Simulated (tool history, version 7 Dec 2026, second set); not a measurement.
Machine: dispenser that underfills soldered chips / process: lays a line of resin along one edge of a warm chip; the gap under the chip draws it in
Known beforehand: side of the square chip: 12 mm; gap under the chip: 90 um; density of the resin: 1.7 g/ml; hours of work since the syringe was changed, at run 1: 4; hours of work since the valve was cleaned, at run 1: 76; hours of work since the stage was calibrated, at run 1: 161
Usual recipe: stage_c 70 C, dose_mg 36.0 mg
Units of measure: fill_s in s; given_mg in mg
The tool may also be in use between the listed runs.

run,day,stage_c,dose_mg,hours of work since the syringe was changed,hours of work since the valve was cleaned,hours of work since the stage was calibrated,fill_s,given_mg
1,0.000,70,36.0,4,76,161,123.8,33.22
# day 0.154: new syringe of resin
2,0.154,59,36.0,0,78,163,172.8,33.35
3,0.488,59,36.0,6,84,169,240.7,33.18
# day 0.546: new syringe of resin
4,0.817,59,33.1,5,89,174,236.1,30.11
# day 0.921: new syringe of resin
5,1.146,70,37.8,4,95,179,123.5,34.37
# day 1.304: new syringe of resin
6,1.375,71,36.0,1,98,183,107.6,32.69
# day 1.696: new syringe of resin
7,1.733,70,36.0,1,104,189,106.6,32.54
8,2.012,70,36.0,5,109,194,133.9,32.12
# day 2.079: new syringe of resin
9,2.288,70,36.0,4,113,198,126.4,32.07
# day 2.479: new syringe of resin
10,2.529,70,36.0,1,117,202,105.6,32.18
11,2.812,70,42.9,6,122,207,131.9,37.83
# day 2.862: new syringe of resin
12,2.979,70,42.9,2,125,210,109.3,37.81
# day 3.242: new syringe of resin
13,3.342,65,34.3,2,131,215,147.1,30.01
14,3.554,84,33.8,5,134,219,70.3,29.53
# day 3.642: new syringe of resin
15,3.796,84,33.8,3,138,223,61.2,29.50
16,4.000,57,33.5,6,142,226,283.3,28.78
# day 4.033: new syringe of resin
17,4.196,67,43.6,3,145,230,133.5,37.49
# day 4.288: dispensing valve cleaned and set on the balance
# day 4.458: new syringe of resin
18,4.517,70,38.3,1,4,234,104.8,38.15
19,4.750,60,41.7,5,8,238,215.1,41.25
# day 4.850: new syringe of resin
20,5.100,60,41.6,4,13,244,204.8,41.11
# day 5.229: new syringe of resin
21,5.333,60,41.6,2,17,248,179.4,40.79
22,5.488,59,32.8,4,20,250,222.7,32.21

Alternative continuations, all from the tool just after run 22; predict every row:
# day 5.612: new syringe of resin
A,5.671,62,37.7,1,23,253,?,?
# day 5.612: new syringe of resin
B,5.671,61,46.6,1,23,253,?,?
# day 5.612: new syringe of resin
C,5.671,63,39.7,1,23,253,?,?

run,fill_s,given_mg
A,155.3,37.00
B,158.0,45.81
C,146.0,38.60
What these runs would have given with no unlogged condition in the tool:
run,fill_s,given_mg
A,161.5,37.85
B,164.6,46.87
C,151.8,39.49
